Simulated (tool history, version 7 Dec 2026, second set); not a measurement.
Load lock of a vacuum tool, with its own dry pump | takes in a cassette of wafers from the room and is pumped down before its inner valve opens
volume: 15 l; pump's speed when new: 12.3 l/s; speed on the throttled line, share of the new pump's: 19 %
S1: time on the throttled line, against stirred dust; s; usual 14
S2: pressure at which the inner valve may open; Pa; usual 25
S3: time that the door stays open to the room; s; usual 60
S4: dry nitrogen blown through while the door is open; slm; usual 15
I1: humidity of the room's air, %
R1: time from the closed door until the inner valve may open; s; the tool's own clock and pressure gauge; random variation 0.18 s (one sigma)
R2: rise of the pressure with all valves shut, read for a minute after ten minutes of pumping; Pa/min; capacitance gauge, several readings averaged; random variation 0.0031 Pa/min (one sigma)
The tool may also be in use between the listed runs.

Run 1, hour 0: usual settings; I1 45.9. Result: R1 22.9 s, R2 0.079 Pa/min.
Run 2, hour 215.6: usual settings; I1 46. Result: R1 22.9 s, R2 0.082 Pa/min.
Run 3, hour 506.8: usual settings but S3 53 s; I1 45.2. Result: R1 23 s, R2 0.074 Pa/min.
Run 4, hour 714.9: usual settings but S3 53 s; I1 40.4. Result: R1 23 s, R2 0.073 Pa/min.
Run 5, hour 947.1: usual settings but S4 11 slm; I1 47.2. Result: R1 23.2 s, R2 0.093 Pa/min.
Run 6, hour 1257.1: usual settings but S4 11 slm; I1 43.8. Result: R1 23.2 s, R2 0.092 Pa/min.
Run 7, hour 1457.5: usual settings but S2 37 Pa; I1 46.2. Result: R1 22.7 s, R2 0.09 Pa/min.
Run 8, hour 1728.5: usual settings but S1 11 s, S2 37 Pa; I1 42. Result: R1 20.2 s, R2 0.081 Pa/min.
Run 9, hour 1888.5: usual settings but S1 11 s, S2 37 Pa; I1 45.4. Result: R1 20.5 s, R2 0.08 Pa/min.
Run 10, hour 2194.9: usual settings but S1 11 s, S2 37 Pa; I1 46.1. Result: R1 20.4 s, R2 0.086 Pa/min.

Run 11 comes next. What will it give?
Run 11, hour 2528.7: usual settings but S1 11 s, S2 37 Pa; I1 48. Result: R1 ?, R2 ?.

R1: 20.9 s
R2: 0.096 Pa/min
Without the tool's hidden state the same run would have given R1 18.9 s, R2 0.075 Pa/min.
